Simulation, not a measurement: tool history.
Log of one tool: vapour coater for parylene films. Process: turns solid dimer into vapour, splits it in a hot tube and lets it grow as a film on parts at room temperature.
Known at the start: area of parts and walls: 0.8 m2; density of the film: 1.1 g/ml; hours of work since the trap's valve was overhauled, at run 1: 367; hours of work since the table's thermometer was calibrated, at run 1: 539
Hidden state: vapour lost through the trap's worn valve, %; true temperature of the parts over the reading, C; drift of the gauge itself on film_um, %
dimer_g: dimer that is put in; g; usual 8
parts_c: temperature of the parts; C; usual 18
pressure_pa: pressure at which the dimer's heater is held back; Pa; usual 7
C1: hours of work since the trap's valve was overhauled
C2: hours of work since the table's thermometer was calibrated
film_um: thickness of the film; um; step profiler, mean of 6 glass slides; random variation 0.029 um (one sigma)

run 1 hour=0 | dimer_g=8 parts_c=18 pressure_pa=7 | C1=367 C2=539 | film_um=6.89
run 2 hour=17.2 | dimer_g=8 parts_c=18 pressure_pa=2.42 | C1=380 C2=552 | film_um=7.63
run 3 hour=32.8 | dimer_g=8 parts_c=18 pressure_pa=11.15 | C1=393 C2=564 | film_um=6.58
run 4 hour=60.4 | dimer_g=8 parts_c=18 pressure_pa=11.15 | C1=414 C2=586 | film_um=6.59
run 5 hour=75 | dimer_g=8 parts_c=18 pressure_pa=11.15 | C1=426 C2=597 | film_um=6.62
run 6 hour=88.9 | dimer_g=8 parts_c=18 pressure_pa=7 | C1=437 C2=608 | film_um=6.92
run 7 hour=109 | dimer_g=8 parts_c=18 pressure_pa=7 | C1=453 C2=624 | film_um=6.89
run 8 hour=131.7 | dimer_g=8 parts_c=18 pressure_pa=7 | C1=470 C2=642 | film_um=6.89
run 9 hour=151.1 | dimer_g=8 parts_c=15 pressure_pa=7 | C1=486 C2=657 | film_um=7.93
run 10 hour=168.9 | dimer_g=8 parts_c=18 pressure_pa=7 | C1=500 C2=671 | film_um=6.95
run 11 hour=184 | dimer_g=8 parts_c=18 pressure_pa=7 | C1=512 C2=683 | film_um=6.91
run 12 hour=201.3 | dimer_g=8 parts_c=18 pressure_pa=7 | C1=525 C2=697 | film_um=6.98
run 13 hour=220.2 | dimer_g=8 parts_c=18 pressure_pa=7 | C1=540 C2=712 | film_um=6.92
run 14 hour=236.1 | dimer_g=8 parts_c=25 pressure_pa=7 | C1=552 C2=724 | film_um=5.05
run 15 hour=260.4 | dimer_g=8 parts_c=25 pressure_pa=7 | C1=572 C2=743 | film_um=5.05
-- hour=283.3 trap's valve overhauled
run 16 hour=283.3 | dimer_g=8 parts_c=25 pressure_pa=7 | C1=0 C2=758 | film_um=5.06
run 17 hour=305.2 | dimer_g=7 parts_c=18 pressure_pa=7 | C1=17 C2=775 | film_um=6.09
run 18 hour=328.1 | dimer_g=7 parts_c=18 pressure_pa=7 | C1=35 C2=793 | film_um=6.09
run 19 hour=345.1 | dimer_g=8 parts_c=18 pressure_pa=7 | C1=49 C2=807 | film_um=6.98
run 20 hour=373.8 | dimer_g=8 parts_c=18 pressure_pa=7 | C1=71 C2=829 | film_um=6.98
run 21 hour=399.1 | dimer_g=8 parts_c=18 pressure_pa=7 | C1=91 C2=849 | film_um=6.98
run 22 hour=430.6 | dimer_g=8 parts_c=18 pressure_pa=7 | C1=116 C2=874 | film_um=7.03
run 23 hour=445 | dimer_g=8 parts_c=18 pressure_pa=7 | C1=127 C2=885 | film_um=7.01
run 24 hour=464.6 | dimer_g=8 parts_c=18 pressure_pa=7 | C1=143 C2=900 | film_um=7.02
run 25 hour=485.6 | dimer_g=4 parts_c=14 pressure_pa=7 | C1=159 C2=917 | film_um=4.2
run 26 hour=511.3 | dimer_g=4 parts_c=14 pressure_pa=7 | C1=179 C2=937 | film_um=4.19
run 27 hour=529.4 | dimer_g=13 parts_c=21 pressure_pa=2.03 | C1=193 C2=951 | film_um=11.1
run 28 hour=554.6 | dimer_g=13 parts_c=21 pressure_pa=2.03 | C1=213 C2=971 | film_um=11.08
run 29 hour=571.6 | dimer_g=8 parts_c=23 pressure_pa=2.06 | C1=227 C2=985 | film_um=6.25
run 30 hour=598.3 | dimer_g=5 parts_c=18 pressure_pa=7.33 | C1=248 C2=1006 | film_um=4.37
run 31 hour=623.6 | dimer_g=12 parts_c=18 pressure_pa=7.33 | C1=267 C2=1025 | film_um=10.51
run 32 hour=645.9 | dimer_g=3 parts_c=18 pressure_pa=7 | C1=285 C2=1043 | film_um=2.63
run 33 hour=667.9 | dimer_g=3 parts_c=18 pressure_pa=7 | C1=302 C2=1060 | film_um=2.63
run 34 hour=688 | dimer_g=5 parts_c=11 pressure_pa=7 | C1=318 C2=1076 | film_um=5.7
run 35 hour=700.9 | dimer_g=5 parts_c=11 pressure_pa=7 | C1=328 C2=1086 | film_um=5.67
run 36 hour=719.7 | dimer_g=7 parts_c=14 pressure_pa=6.56 | C1=343 C2=1101 | film_um=7.54
run 37 hour=743.4 | dimer_g=7 parts_c=14 pressure_pa=6.56 | C1=362 C2=1120 | film_um=7.51
run 38 hour=764.6 | dimer_g=7 parts_c=14 pressure_pa=6.56 | C1=378 C2=1136 | film_um=7.5
run 39 hour=789.7 | dimer_g=13 parts_c=20 pressure_pa=7 | C1=398 C2=1156 | film_um=10.44
run 40 hour=815.8 | dimer_g=8 parts_c=18 pressure_pa=6.61 | C1=418 C2=1176 | film_um=7.13
run 41 hour=834 | dimer_g=8 parts_c=18 pressure_pa=6.61 | C1=433 C2=1191 | film_um=7.07
-- hour=845.8 gauge calibrated
run 42 hour=861.7 | dimer_g=8 parts_c=18 pressure_pa=6.61 | C1=455 C2=1213 | film_um=6.89
run 43 hour=882.6 | dimer_g=9 parts_c=28 pressure_pa=5.39 | C1=471 C2=1229 | film_um=4.98
run 44 hour=900.6 | dimer_g=12 parts_c=18 pressure_pa=7 | C1=485 C2=1243 | film_um=10.36
run 45 hour=926.4 | dimer_g=12 parts_c=18 pressure_pa=7 | C1=505 C2=1263 | film_um=10.39
run 46 hour=947.9 | dimer_g=11 parts_c=10 pressure_pa=2.46 | C1=522 C2=1280 | film_um=12.21
run 47 hour=965.1 | dimer_g=4 parts_c=18 pressure_pa=2.82 | C1=536 C2=1294 | film_um=3.76

Forecast each of these 3 alternatives for the next run:
run A hour=990.4 | dimer_g=6 parts_c=26 pressure_pa=5.79 | C1=556 C2=1314 | film_um=?
run B hour=990.4 | dimer_g=9 parts_c=10 pressure_pa=3.32 | C1=556 C2=1314 | film_um=?
run C hour=990.4 | dimer_g=8 parts_c=18 pressure_pa=4.78 | C1=556 C2=1314 | film_um=?

run=A film_um=3.66
run=B film_um=10.03
run=C film_um=7.15
Without the tool's hidden state the same runs would have given:
run=A film_um=3.66
run=B film_um=10.01
run=C film_um=7.15
